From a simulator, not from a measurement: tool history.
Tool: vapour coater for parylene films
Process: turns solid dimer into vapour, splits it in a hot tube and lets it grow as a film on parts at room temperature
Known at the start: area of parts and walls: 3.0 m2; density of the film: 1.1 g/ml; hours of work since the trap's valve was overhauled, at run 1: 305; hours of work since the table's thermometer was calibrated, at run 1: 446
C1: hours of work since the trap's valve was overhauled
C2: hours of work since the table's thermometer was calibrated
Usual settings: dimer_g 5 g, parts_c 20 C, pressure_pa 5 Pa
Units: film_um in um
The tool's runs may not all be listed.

Run 1, day 0: usual settings; C1 305; C2 446. Result: film_um 0.988 um.
Run 2, day 2.317: usual settings; C1 336; C2 477. Result: film_um 0.973 um.
Run 3, day 5.217: usual settings; C1 373; C2 514. Result: film_um 0.965 um.
Run 4, day 7.925: usual settings; C1 409; C2 550. Result: film_um 0.943 um.
At day 10.9: trap's valve overhauled.
Run 5, day 11.029: usual settings; C1 2; C2 588. Result: film_um 0.901 um.
Run 6, day 13.046: usual settings; C1 28; C2 615. Result: film_um 0.896 um.
Run 7, day 14.892: usual settings but dimer_g 8 g; C1 52; C2 639. Result: film_um 1.405 um.
Run 8, day 17.879: usual settings but dimer_g 8 g; C1 91; C2 678. Result: film_um 1.4 um.
At day 19.308: trap's valve overhauled, once more.
Run 9, day 19.675: usual settings; C1 5; C2 699. Result: film_um 1.058 um.
Run 10, day 22.204: usual settings; C1 38; C2 732. Result: film_um 1.045 um.
Run 11, day 24.788: usual settings; C1 72; C2 766. Result: film_um 1.023 um.
Run 12, day 26.842: usual settings; C1 99; C2 793. Result: film_um 1.037 um.
Run 13, day 28.279: usual settings but parts_c 26 C; C1 117; C2 812. Result: film_um 0.844 um.
Run 14, day 29.504: usual settings but dimer_g 3 g; C1 133; C2 828. Result: film_um 0.598 um.
Run 15, day 31.438: usual settings but dimer_g 3 g; C1 159; C2 853. Result: film_um 0.6 um.
Run 16, day 32.812: usual settings but dimer_g 3 g; C1 177; C2 871. Result: film_um 0.606 um.
Run 17, day 34.358: usual settings but parts_c 19 C; C1 197; C2 891. Result: film_um 1.035 um.
Run 18, day 36.321: usual settings but parts_c 12 C, pressure_pa 3.88 Pa; C1 222; C2 917. Result: film_um 1.338 um.
Run 19, day 38.379: usual settings but parts_c 12 C, pressure_pa 3.88 Pa; C1 249; C2 944. Result: film_um 1.339 um.
Run 20, day 39.625: usual settings but parts_c 12 C, pressure_pa 3.88 Pa; C1 266; C2 960. Result: film_um 1.331 um.
Run 21, day 41.817: usual settings but dimer_g 6 g, parts_c 12 C, pressure_pa 3.44 Pa; C1 294; C2 989. Result: film_um 1.622 um.
Run 22, day 44.529: usual settings but dimer_g 9 g, pressure_pa 2.5 Pa; C1 330; C2 1024. Result: film_um 2.006 um.
Run 23, day 46.204: usual settings but dimer_g 9 g, pressure_pa 2.5 Pa; C1 352; C2 1046. Result: film_um 1.991 um.
Run 24, day 47.829: usual settings but parts_c 16 C, pressure_pa 8.96 Pa; C1 373; C2 1067. Result: film_um 0.951 um.
Run 25, day 50.112: usual settings but parts_c 16 C, pressure_pa 8.96 Pa; C1 403; C2 1097. Result: film_um 0.928 um.

Forecast run 26:
Run 26, day 52.138: usual settings but dimer_g 3 g; C1 429; C2 1124. Result: film_um ?.

{"run 26": {"film_um": 0.558}}
Without the tool's hidden state the same run would have given film_um 0.646 um.
